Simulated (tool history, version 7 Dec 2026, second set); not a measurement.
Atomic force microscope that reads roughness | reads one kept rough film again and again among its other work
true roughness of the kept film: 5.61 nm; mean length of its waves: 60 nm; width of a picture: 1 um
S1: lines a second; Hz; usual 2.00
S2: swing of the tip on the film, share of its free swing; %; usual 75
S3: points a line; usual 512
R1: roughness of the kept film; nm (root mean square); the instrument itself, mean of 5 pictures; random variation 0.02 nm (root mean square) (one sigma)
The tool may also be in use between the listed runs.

run 1 hour=0.0 | S1=2.00 S2=75 S3=512 | R1=4.985
run 2 hour=33.5 | S1=2.00 S2=75 S3=512 | R1=4.712
run 3 hour=98.2 | S1=2.00 S2=87 S3=512 | R1=4.069
-- hour=101.7 new tip fitted
run 4 hour=169.3 | S1=2.00 S2=87 S3=512 | R1=4.207
-- hour=202.6 new tip fitted
run 5 hour=224.3 | S1=1.23 S2=87 S3=512 | R1=4.710
-- hour=228.7 height scale calibrated on a step standard
run 6 hour=256.1 | S1=1.23 S2=87 S3=512 | R1=4.544
run 7 hour=300.9 | S1=1.23 S2=87 S3=512 | R1=4.230
-- hour=306.8 new tip fitted
run 8 hour=347.8 | S1=2.49 S2=75 S3=512 | R1=4.558
run 9 hour=392.6 | S1=0.87 S2=76 S3=397 | R1=4.554

The next listed run, before its measurement:
-- hour=407.5 new tip fitted
run 10 hour=447.2 | S1=0.87 S2=76 S3=397 | R1=?

{"run 10": {"R1": 4.846}}
Without the tool's hidden state the same run would have given R1 5.186 nm (root mean square).

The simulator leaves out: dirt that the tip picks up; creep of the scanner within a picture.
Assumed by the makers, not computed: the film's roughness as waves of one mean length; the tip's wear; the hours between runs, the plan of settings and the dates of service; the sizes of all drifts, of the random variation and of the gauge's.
